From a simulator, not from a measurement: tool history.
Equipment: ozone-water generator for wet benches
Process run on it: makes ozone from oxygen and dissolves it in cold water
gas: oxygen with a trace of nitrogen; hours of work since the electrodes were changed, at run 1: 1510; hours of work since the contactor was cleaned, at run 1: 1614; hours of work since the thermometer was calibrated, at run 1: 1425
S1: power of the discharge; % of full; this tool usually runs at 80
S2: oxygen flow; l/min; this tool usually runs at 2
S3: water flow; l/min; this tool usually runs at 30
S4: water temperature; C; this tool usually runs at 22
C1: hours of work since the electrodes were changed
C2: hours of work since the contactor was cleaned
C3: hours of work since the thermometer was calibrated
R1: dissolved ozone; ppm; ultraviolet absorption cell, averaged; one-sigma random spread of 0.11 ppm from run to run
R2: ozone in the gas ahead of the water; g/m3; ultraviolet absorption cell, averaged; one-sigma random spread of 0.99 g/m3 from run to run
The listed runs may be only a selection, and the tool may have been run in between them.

run,hour,S1,S2,S3,S4,C1,C2,C3,R1,R2
1,0,80,2,30,22,1510,1614,1425,7.9,170.4
2,47.7,80,2,30,22,1545,1649,1460,8,170.2
3,92.4,80,2,30,18,1578,1681,1493,7.9,169.3
4,184,80,2,30,18,1645,1748,1560,8.1,169.8
5,267.1,80,2,26,22,1705,1809,1620,9.1,171.7
6,331.4,80,2,30,22,1752,1856,1667,7.9,171.9

Forecast run 7:
7,400.5,80,1.17,30,22,1803,1907,1718,?,?

R1: 6.8 ppm
R2: 232.9 g/m3
The same run, on a tool lacking any hidden state, would have yielded R1 6.8 ppm, R2 233.1 g/m3.
